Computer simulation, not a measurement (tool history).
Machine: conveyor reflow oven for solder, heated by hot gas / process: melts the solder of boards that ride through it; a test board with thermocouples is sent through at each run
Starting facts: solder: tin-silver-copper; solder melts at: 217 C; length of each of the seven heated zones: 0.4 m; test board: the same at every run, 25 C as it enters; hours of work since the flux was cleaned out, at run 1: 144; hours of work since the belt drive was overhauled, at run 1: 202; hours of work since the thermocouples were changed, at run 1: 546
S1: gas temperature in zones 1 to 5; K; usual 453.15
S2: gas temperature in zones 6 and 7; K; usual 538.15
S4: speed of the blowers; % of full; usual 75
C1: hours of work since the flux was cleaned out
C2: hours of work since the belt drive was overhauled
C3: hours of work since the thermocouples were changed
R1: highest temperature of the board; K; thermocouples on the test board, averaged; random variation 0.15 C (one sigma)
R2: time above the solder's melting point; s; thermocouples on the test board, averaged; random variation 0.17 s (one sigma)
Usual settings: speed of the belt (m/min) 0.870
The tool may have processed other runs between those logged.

run 1 hour=0.0 | S1=453.15 S2=538.15 speed_of_the_belt_(m/min)=0.870 S4=75 | C1=144 C2=202 C3=546 | R1=522.55 R2=41.4
run 2 hour=9.6 | S1=453.15 S2=538.15 speed_of_the_belt_(m/min)=0.870 S4=75 | C1=148 C2=206 C3=550 | R1=522.05 R2=41.2
run 3 hour=24.8 | S1=453.15 S2=538.15 speed_of_the_belt_(m/min)=0.870 S4=75 | C1=155 C2=213 C3=557 | R1=522.55 R2=41.1
run 4 hour=34.4 | S1=453.15 S2=538.15 speed_of_the_belt_(m/min)=0.870 S4=75 | C1=160 C2=217 C3=562 | R1=522.45 R2=41.5
run 5 hour=44.1 | S1=453.15 S2=538.15 speed_of_the_belt_(m/min)=0.870 S4=75 | C1=164 C2=222 C3=566 | R1=522.25 R2=41.0
run 6 hour=51.7 | S1=453.15 S2=538.15 speed_of_the_belt_(m/min)=0.870 S4=75 | C1=167 C2=225 C3=569 | R1=522.35 R2=40.9
run 7 hour=67.0 | S1=453.15 S2=538.15 speed_of_the_belt_(m/min)=0.870 S4=75 | C1=174 C2=232 C3=576 | R1=522.25 R2=41.2
run 8 hour=80.3 | S1=453.15 S2=542.15 speed_of_the_belt_(m/min)=0.870 S4=75 | C1=180 C2=238 C3=582 | R1=525.65 R2=42.9
run 9 hour=91.8 | S1=445.15 S2=542.15 speed_of_the_belt_(m/min)=0.870 S4=75 | C1=185 C2=243 C3=587 | R1=524.05 R2=39.7
run 10 hour=103.5 | S1=445.15 S2=542.15 speed_of_the_belt_(m/min)=0.870 S4=75 | C1=191 C2=248 C3=593 | R1=523.95 R2=39.8
run 11 hour=114.5 | S1=453.15 S2=544.15 speed_of_the_belt_(m/min)=0.870 S4=75 | C1=195 C2=253 C3=597 | R1=527.65 R2=43.6
-- hour=130.9 flux residue cleaned out of gas plates and filters
run 12 hour=132.9 | S1=453.15 S2=528.15 speed_of_the_belt_(m/min)=0.870 S4=75 | C1=1 C2=259 C3=603 | R1=515.05 R2=37.1
run 13 hour=143.0 | S1=453.15 S2=538.15 speed_of_the_belt_(m/min)=1.005 S4=75 | C1=5 C2=264 C3=608 | R1=518.85 R2=33.1
run 14 hour=155.0 | S1=453.15 S2=538.15 speed_of_the_belt_(m/min)=0.870 S4=75 | C1=11 C2=269 C3=613 | R1=523.55 R2=42.2
run 15 hour=170.3 | S1=453.15 S2=538.15 speed_of_the_belt_(m/min)=0.870 S4=75 | C1=18 C2=276 C3=620 | R1=523.45 R2=42.1
run 16 hour=182.6 | S1=463.15 S2=550.15 speed_of_the_belt_(m/min)=0.744 S4=51 | C1=23 C2=281 C3=626 | R1=533.25 R2=57.9
run 17 hour=190.5 | S1=463.15 S2=550.15 speed_of_the_belt_(m/min)=0.744 S4=51 | C1=27 C2=285 C3=629 | R1=533.05 R2=58.0
run 18 hour=207.9 | S1=463.15 S2=550.15 speed_of_the_belt_(m/min)=0.744 S4=51 | C1=35 C2=293 C3=637 | R1=533.25 R2=57.7
run 19 hour=224.1 | S1=463.15 S2=550.15 speed_of_the_belt_(m/min)=0.744 S4=51 | C1=42 C2=300 C3=644 | R1=533.45 R2=57.6
run 20 hour=233.2 | S1=449.15 S2=528.15 speed_of_the_belt_(m/min)=0.810 S4=76 | C1=46 C2=304 C3=648 | R1=516.25 R2=39.7
run 21 hour=251.2 | S1=449.15 S2=528.15 speed_of_the_belt_(m/min)=0.810 S4=76 | C1=54 C2=312 C3=656 | R1=516.05 R2=40.0
run 22 hour=258.7 | S1=451.15 S2=534.15 speed_of_the_belt_(m/min)=0.810 S4=76 | C1=57 C2=315 C3=660 | R1=521.65 R2=44.3
run 23 hour=275.2 | S1=451.15 S2=533.15 speed_of_the_belt_(m/min)=0.871 S4=76 | C1=65 C2=323 C3=667 | R1=518.85 R2=38.9
run 24 hour=289.0 | S1=451.15 S2=533.15 speed_of_the_belt_(m/min)=0.871 S4=76 | C1=71 C2=329 C3=673 | R1=519.05 R2=38.7
run 25 hour=301.7 | S1=442.15 S2=540.15 speed_of_the_belt_(m/min)=0.870 S4=87 | C1=77 C2=335 C3=679 | R1=525.65 R2=41.0
run 26 hour=317.4 | S1=466.15 S2=545.15 speed_of_the_belt_(m/min)=0.950 S4=87 | C1=84 C2=342 C3=686 | R1=531.75 R2=45.6
run 27 hour=334.9 | S1=440.15 S2=540.15 speed_of_the_belt_(m/min)=1.000 S4=87 | C1=91 C2=350 C3=694 | R1=520.65 R2=31.7
run 28 hour=349.6 | S1=440.15 S2=540.15 speed_of_the_belt_(m/min)=0.913 S4=87 | C1=98 C2=356 C3=701 | R1=523.75 R2=37.0
run 29 hour=365.0 | S1=447.15 S2=535.15 speed_of_the_belt_(m/min)=0.878 S4=87 | C1=105 C2=363 C3=707 | R1=521.65 R2=39.3

Each row is a separate what-if for the run after 29, all from the same tool condition, not one after another. Results?
run A hour=375.7 | S1=455.15 S2=538.15 speed_of_the_belt_(m/min)=0.997 S4=75 | C1=110 C2=368 C3=712 | R1=? R2=?
run B hour=375.7 | S1=447.15 S2=550.15 speed_of_the_belt_(m/min)=0.878 S4=87 | C1=110 C2=368 C3=712 | R1=? R2=?
run C hour=375.7 | S1=454.15 S2=535.15 speed_of_the_belt_(m/min)=0.878 S4=87 | C1=110 C2=368 C3=712 | R1=? R2=?
run D hour=375.7 | S1=453.15 S2=545.15 speed_of_the_belt_(m/min)=0.918 S4=63 | C1=110 C2=368 C3=712 | R1=? R2=?

run=A R1=518.95 R2=34.0
run=B R1=534.75 R2=45.5
run=C R1=522.95 R2=42.0
run=D R1=523.25 R2=38.7
Stripped of hidden state, with their random variation kept, the same runs would have yielded:
run=A R1=519.45 R2=34.3
run=B R1=535.25 R2=45.5
run=C R1=523.25 R2=42.1
run=D R1=523.55 R2=38.7

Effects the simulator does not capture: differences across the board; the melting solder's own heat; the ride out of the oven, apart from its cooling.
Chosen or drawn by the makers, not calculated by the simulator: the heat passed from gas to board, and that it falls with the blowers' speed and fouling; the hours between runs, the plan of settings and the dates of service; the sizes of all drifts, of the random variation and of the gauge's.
